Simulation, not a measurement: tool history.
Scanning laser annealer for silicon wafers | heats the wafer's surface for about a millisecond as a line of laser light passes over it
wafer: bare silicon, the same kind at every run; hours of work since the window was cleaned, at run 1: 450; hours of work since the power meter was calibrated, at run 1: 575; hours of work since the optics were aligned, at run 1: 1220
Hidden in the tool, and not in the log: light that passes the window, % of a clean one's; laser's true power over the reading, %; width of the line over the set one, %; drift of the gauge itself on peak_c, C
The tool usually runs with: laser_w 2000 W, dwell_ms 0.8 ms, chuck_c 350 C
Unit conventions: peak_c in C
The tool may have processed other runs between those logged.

run	hour	laser_w	dwell_ms	chuck_c	hours of work since the window was cleaned	hours of work since the power meter was calibrated	hours of work since the optics were aligned	peak_c
1	0	2000	0.8	350	450	575	1220	1121
2	22.1	2000	0.8	350	462	587	1232	1120
3	36	2000	0.8	350	469	595	1239	1117
4	62.2	2000	0.8	350	483	609	1253	1118
5	85	2000	0.8	350	496	621	1266	1118
6	98.3	2000	0.8	313	503	628	1273	1077
7	122.7	2000	0.8	313	516	642	1286	1079
8	140.5	2191	0.567	313	526	651	1296	1034
9	158.5	1997	0.901	344	535	661	1306	1152
10	177.6	1997	0.901	344	546	671	1316	1154

Below, some changes in peak_c between adjacent runs. For each, the amount present without the hidden state too (settings, incoming material, random variation) and the amount remaining for the hidden state with gauge scatter not shared by both compared results:
Run 8 -> 9: laser_w 2191 -> 1997, dwell_ms 0.567 -> 0.901, chuck_c 313 -> 344. peak_c +118 C: hidden state -9, all else +127.
